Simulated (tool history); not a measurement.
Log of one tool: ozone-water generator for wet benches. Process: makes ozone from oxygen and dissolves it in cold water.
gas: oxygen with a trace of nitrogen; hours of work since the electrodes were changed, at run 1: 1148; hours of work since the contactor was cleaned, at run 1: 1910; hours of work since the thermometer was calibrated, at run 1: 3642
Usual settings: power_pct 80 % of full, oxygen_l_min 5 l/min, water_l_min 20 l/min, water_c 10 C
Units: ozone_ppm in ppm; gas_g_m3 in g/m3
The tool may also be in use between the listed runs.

run   hour  power_pct  oxygen_l_min  water_l_min  water_c  hours of work since the electrodes were changed  hours of work since the contactor was cleaned  hours of work since the thermometer was calibrated  ozone_ppm  gas_g_m3
  1      0         80             5           20       10                                             1148                                           1910                                                3642       39.3       305
  2   43.8         80             5           20       10                                             1192                                           1954                                                3685       39.3     305.7
  3   69.9         80             5           20       10                                             1218                                           1980                                                3711       39.5     305.5
  4   98.4         49             5           20       10                                             1246                                           2008                                                3740       26.6     206.2
  5  124.3         80             5           20       10                                             1272                                           2034                                                3765       39.3     305.6
  6  175.1         80          3.75           20       10                                             1322                                           2084                                                3816       36.3     342.1
  7  205.6         53          7.62           19       15                                             1353                                           2115                                                3846       29.3     187.7
     213.9  -- contactor cleaned
  8  243.6         53          7.62           19       15                                             1387                                             30                                                3880       29.2     185.9
  9  295.8         44             5           20       17                                             1439                                             82                                                3932         22     187.9
 10  323.5         80          4.96           20       10                                             1466                                            109                                                3960       39.1     304.8
     354.8  -- contactor cleaned, once more
 11  375.4         97           7.7           20       10                                             1514                                             21                                                4008       50.4     297.2

4 ways to go on from here, each from the tool as it stands after run 11. What would each give?
     414.9  -- water thermometer calibrated
  A  415.4         72             5           20       10                                             1553                                             60                                                   0          ?         ?
     414.9  -- water thermometer calibrated
  B  415.4         80             5           20       15                                             1553                                             60                                                   0          ?         ?
     414.9  -- water thermometer calibrated
  C  415.4         80             5           16       10                                             1553                                             60                                                   0          ?         ?
     414.9  -- water thermometer calibrated
  D  415.4         80          3.09           20       10                                             1553                                             60                                                   0          ?         ?

run  ozone_ppm  gas_g_m3
  A       36.4     281.2
  B       37.1       306
  C       47.5     302.2
  D       33.9     365.9
Without the tool's hidden state the same runs would have given:
run  ozone_ppm  gas_g_m3
  A       37.1       286
  B       37.8     311.6
  C       48.4     307.8
  D       34.5     372.6
